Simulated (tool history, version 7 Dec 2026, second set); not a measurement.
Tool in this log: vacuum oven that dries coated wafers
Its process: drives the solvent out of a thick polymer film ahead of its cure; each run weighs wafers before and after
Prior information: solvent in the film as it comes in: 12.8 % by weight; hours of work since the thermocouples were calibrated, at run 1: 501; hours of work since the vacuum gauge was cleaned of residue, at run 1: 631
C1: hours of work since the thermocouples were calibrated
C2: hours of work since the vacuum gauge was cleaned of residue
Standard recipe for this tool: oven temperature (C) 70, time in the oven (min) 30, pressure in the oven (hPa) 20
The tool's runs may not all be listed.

run 1 hour=0 | oven_temperature_(C)=70 time_in_the_oven_(min)=30 pressure_in_the_oven_(hPa)=20 | C1=501 C2=631 | solvent_left_in_the_film_(%)=2.93
run 2 hour=29.8 | oven_temperature_(C)=70 time_in_the_oven_(min)=30 pressure_in_the_oven_(hPa)=20 | C1=524 C2=654 | solvent_left_in_the_film_(%)=2.93
run 3 hour=50.1 | oven_temperature_(C)=70 time_in_the_oven_(min)=30 pressure_in_the_oven_(hPa)=20 | C1=539 C2=670 | solvent_left_in_the_film_(%)=2.93
run 4 hour=72 | oven_temperature_(C)=70 time_in_the_oven_(min)=30 pressure_in_the_oven_(hPa)=20 | C1=556 C2=687 | solvent_left_in_the_film_(%)=2.95
run 5 hour=94.7 | oven_temperature_(C)=70 time_in_the_oven_(min)=30 pressure_in_the_oven_(hPa)=45.1 | C1=574 C2=704 | solvent_left_in_the_film_(%)=3.8
run 6 hour=127.7 | oven_temperature_(C)=70 time_in_the_oven_(min)=30 pressure_in_the_oven_(hPa)=15.7 | C1=600 C2=730 | solvent_left_in_the_film_(%)=2.77
run 7 hour=153.5 | oven_temperature_(C)=70 time_in_the_oven_(min)=30 pressure_in_the_oven_(hPa)=15.7 | C1=620 C2=750 | solvent_left_in_the_film_(%)=2.77
run 8 hour=171 | oven_temperature_(C)=70 time_in_the_oven_(min)=30 pressure_in_the_oven_(hPa)=15.7 | C1=633 C2=763 | solvent_left_in_the_film_(%)=2.76
run 9 hour=208.7 | oven_temperature_(C)=70 time_in_the_oven_(min)=30 pressure_in_the_oven_(hPa)=15.7 | C1=662 C2=793 | solvent_left_in_the_film_(%)=2.76
run 10 hour=246.3 | oven_temperature_(C)=70 time_in_the_oven_(min)=30 pressure_in_the_oven_(hPa)=20 | C1=692 C2=822 | solvent_left_in_the_film_(%)=2.9
run 11 hour=265.1 | oven_temperature_(C)=70 time_in_the_oven_(min)=30 pressure_in_the_oven_(hPa)=20 | C1=706 C2=836 | solvent_left_in_the_film_(%)=2.88
run 12 hour=293.8 | oven_temperature_(C)=70 time_in_the_oven_(min)=30 pressure_in_the_oven_(hPa)=20 | C1=728 C2=859 | solvent_left_in_the_film_(%)=2.88
run 13 hour=325.3 | oven_temperature_(C)=70 time_in_the_oven_(min)=30 pressure_in_the_oven_(hPa)=20 | C1=753 C2=883 | solvent_left_in_the_film_(%)=2.88
run 14 hour=362.7 | oven_temperature_(C)=70 time_in_the_oven_(min)=30 pressure_in_the_oven_(hPa)=20 | C1=782 C2=912 | solvent_left_in_the_film_(%)=2.89
run 15 hour=382.7 | oven_temperature_(C)=70 time_in_the_oven_(min)=30 pressure_in_the_oven_(hPa)=20 | C1=797 C2=928 | solvent_left_in_the_film_(%)=2.86
run 16 hour=405.8 | oven_temperature_(C)=70 time_in_the_oven_(min)=30 pressure_in_the_oven_(hPa)=20 | C1=815 C2=945 | solvent_left_in_the_film_(%)=2.86
-- hour=417.7 oven's thermocouples calibrated
run 17 hour=447.3 | oven_temperature_(C)=70 time_in_the_oven_(min)=30 pressure_in_the_oven_(hPa)=20 | C1=23 C2=976 | solvent_left_in_the_film_(%)=2.76
run 18 hour=466.7 | oven_temperature_(C)=76 time_in_the_oven_(min)=36 pressure_in_the_oven_(hPa)=59.7 | C1=38 C2=991 | solvent_left_in_the_film_(%)=2.4
run 19 hour=495.2 | oven_temperature_(C)=76 time_in_the_oven_(min)=36 pressure_in_the_oven_(hPa)=59.7 | C1=60 C2=1013 | solvent_left_in_the_film_(%)=2.38
run 20 hour=527.8 | oven_temperature_(C)=77 time_in_the_oven_(min)=22 pressure_in_the_oven_(hPa)=22.3 | C1=85 C2=1039 | solvent_left_in_the_film_(%)=1.99
-- hour=545.1 oven's thermocouples calibrated, once more
run 21 hour=547.6 | oven_temperature_(C)=79 time_in_the_oven_(min)=50 pressure_in_the_oven_(hPa)=63.4 | C1=2 C2=1052 | solvent_left_in_the_film_(%)=2.07
run 22 hour=565 | oven_temperature_(C)=65 time_in_the_oven_(min)=35 pressure_in_the_oven_(hPa)=42.5 | C1=15 C2=1066 | solvent_left_in_the_film_(%)=5.12
run 23 hour=584.4 | oven_temperature_(C)=65 time_in_the_oven_(min)=35 pressure_in_the_oven_(hPa)=42.5 | C1=30 C2=1081 | solvent_left_in_the_film_(%)=5.14
run 24 hour=615.1 | oven_temperature_(C)=70 time_in_the_oven_(min)=38 pressure_in_the_oven_(hPa)=20 | C1=54 C2=1105 | solvent_left_in_the_film_(%)=2.49
run 25 hour=643.4 | oven_temperature_(C)=70 time_in_the_oven_(min)=38 pressure_in_the_oven_(hPa)=20 | C1=76 C2=1127 | solvent_left_in_the_film_(%)=2.48
run 26 hour=667.6 | oven_temperature_(C)=61 time_in_the_oven_(min)=24 pressure_in_the_oven_(hPa)=70.7 | C1=95 C2=1145 | solvent_left_in_the_film_(%)=8.44
run 27 hour=690.1 | oven_temperature_(C)=79 time_in_the_oven_(min)=27 pressure_in_the_oven_(hPa)=42.9 | C1=113 C2=1163 | solvent_left_in_the_film_(%)=2.02
run 28 hour=712 | oven_temperature_(C)=70 time_in_the_oven_(min)=18 pressure_in_the_oven_(hPa)=57 | C1=129 C2=1180 | solvent_left_in_the_film_(%)=5.95
run 29 hour=750.6 | oven_temperature_(C)=63 time_in_the_oven_(min)=15 pressure_in_the_oven_(hPa)=69.2 | C1=159 C2=1210 | solvent_left_in_the_film_(%)=8.81
run 30 hour=787.3 | oven_temperature_(C)=77 time_in_the_oven_(min)=45 pressure_in_the_oven_(hPa)=46 | C1=188 C2=1238 | solvent_left_in_the_film_(%)=1.82
run 31 hour=815 | oven_temperature_(C)=77 time_in_the_oven_(min)=46 pressure_in_the_oven_(hPa)=12 | C1=209 C2=1260 | solvent_left_in_the_film_(%)=0.72
run 32 hour=851.8 | oven_temperature_(C)=77 time_in_the_oven_(min)=32 pressure_in_the_oven_(hPa)=20.3 | C1=238 C2=1288 | solvent_left_in_the_film_(%)=1.39
run 33 hour=873 | oven_temperature_(C)=61 time_in_the_oven_(min)=32 pressure_in_the_oven_(hPa)=40.2 | C1=254 C2=1305 | solvent_left_in_the_film_(%)=6.56

Measured minus without-hidden-state, run by run (identical run-to-run variation in each term; gauge scatter may differ):
Unlogged tool condition in this case: true wafer temperature over the reading, C; true pressure over the reading, kPa; drift of the gauge itself on solvent_pct, %.
run=1 solvent_left_in_the_film_(%)=-0.05
run=2 solvent_left_in_the_film_(%)=-0.05
run=3 solvent_left_in_the_film_(%)=-0.05
run=4 solvent_left_in_the_film_(%)=-0.06
run=5 solvent_left_in_the_film_(%)=-0.07
run=6 solvent_left_in_the_film_(%)=-0.07
run=7 solvent_left_in_the_film_(%)=-0.07
run=8 solvent_left_in_the_film_(%)=-0.07
run=9 solvent_left_in_the_film_(%)=-0.08
run=10 solvent_left_in_the_film_(%)=-0.09
run=11 solvent_left_in_the_film_(%)=-0.09
run=12 solvent_left_in_the_film_(%)=-0.1
run=13 solvent_left_in_the_film_(%)=-0.1
run=14 solvent_left_in_the_film_(%)=-0.11
run=15 solvent_left_in_the_film_(%)=-0.11
run=16 solvent_left_in_the_film_(%)=-0.12
run=17 solvent_left_in_the_film_(%)=-0.21
run=18 solvent_left_in_the_film_(%)=-0.09
run=19 solvent_left_in_the_film_(%)=-0.09
run=20 solvent_left_in_the_film_(%)=-0.18
run=21 solvent_left_in_the_film_(%)=+0.15
run=22 solvent_left_in_the_film_(%)=+0.24
run=23 solvent_left_in_the_film_(%)=+0.24
run=24 solvent_left_in_the_film_(%)=+0.21
run=25 solvent_left_in_the_film_(%)=+0.21
run=26 solvent_left_in_the_film_(%)=+0.19
run=27 solvent_left_in_the_film_(%)=+0.14
run=28 solvent_left_in_the_film_(%)=+0.15
run=29 solvent_left_in_the_film_(%)=+0.14
run=30 solvent_left_in_the_film_(%)=+0.15
run=31 solvent_left_in_the_film_(%)=+0.16
run=32 solvent_left_in_the_film_(%)=+0.15
run=33 solvent_left_in_the_film_(%)=+0.18
